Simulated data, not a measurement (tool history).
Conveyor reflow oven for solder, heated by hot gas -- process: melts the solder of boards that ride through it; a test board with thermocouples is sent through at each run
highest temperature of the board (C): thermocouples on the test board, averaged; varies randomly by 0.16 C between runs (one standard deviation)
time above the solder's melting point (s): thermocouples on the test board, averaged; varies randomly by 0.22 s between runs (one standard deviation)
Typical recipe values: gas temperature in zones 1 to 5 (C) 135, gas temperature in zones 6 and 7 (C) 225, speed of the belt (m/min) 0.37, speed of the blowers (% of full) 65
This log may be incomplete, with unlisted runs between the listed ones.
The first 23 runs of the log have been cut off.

run   hour  gas temperature in zones 1 to 5 (C)  gas temperature in zones 6 and 7 (C)  speed of the belt (m/min)  speed of the blowers (% of full)  hours of work since the flux was cleaned out  hours of work since the belt drive was overhauled  hours of work since the thermocouples were changed  highest temperature of the board (C)  time above the solder's melting point (s)
 24    561                                  133                                   237                      0.427                                83                                           179                                               1415                                                 376                                 216.2                                       61.9
 25  577.9                                  133                                   218                      0.427                                83                                           193                                               1428                                                 389                                 200.3                                         43
 26  604.3                                  133                                   218                      0.427                                83                                           213                                               1449                                                 410                                 200.3                                       43.4
     624.2  -- flux residue cleaned out of gas plates and filters
 27  630.1                                  133                                   218                      0.427                                83                                             5                                               1465                                                 426                                 202.1                                       46.9
 28  647.9                                  133                                   219                      0.427                                83                                            18                                               1479                                                 440                                 202.6                                       47.9
 29  674.7                                  133                                   219                      0.427                                83                                            39                                               1500                                                 461                                 202.5                                       47.4
 30  705.8                                  133                                   219                      0.427                                83                                            64                                               1525                                                 485                                   202                                       47.2
 31    728                                  135                                   222                       0.37                                65                                            81                                               1542                                                 503                                   206                                         61

Consider 4 possible next runs. They are alternatives, not a sequence: every one starts from the tool as it was left by run 31. What does each give?
  A  761.8                                  135                                   214                       0.37                                55                                           108                                               1568                                                 529                                     ?                                          ?
  B  761.8                                  134                                   222                       0.37                                65                                           108                                               1568                                                 529                                     ?                                          ?
  C  761.8                                  128                                   229                       0.37                                71                                           108                                               1568                                                 529                                     ?                                          ?
  D  761.8                                  135                                   222                      0.323                                65                                           108                                               1568                                                 529                                     ?                                          ?

run  highest temperature of the board (C)  time above the solder's melting point (s)
  A                                 196.8                                         44
  B                                 205.1                                       59.9
  C                                 211.4                                       65.4
  D                                   209                                       76.6
Take away the tool's hidden state, keep each run's random variation, and the runs would have read:
run  highest temperature of the board (C)  time above the solder's melting point (s)
  A                                 197.4                                       43.4
  B                                 205.9                                       58.5
  C                                 212.3                                       63.7
  D                                 209.8                                       74.6

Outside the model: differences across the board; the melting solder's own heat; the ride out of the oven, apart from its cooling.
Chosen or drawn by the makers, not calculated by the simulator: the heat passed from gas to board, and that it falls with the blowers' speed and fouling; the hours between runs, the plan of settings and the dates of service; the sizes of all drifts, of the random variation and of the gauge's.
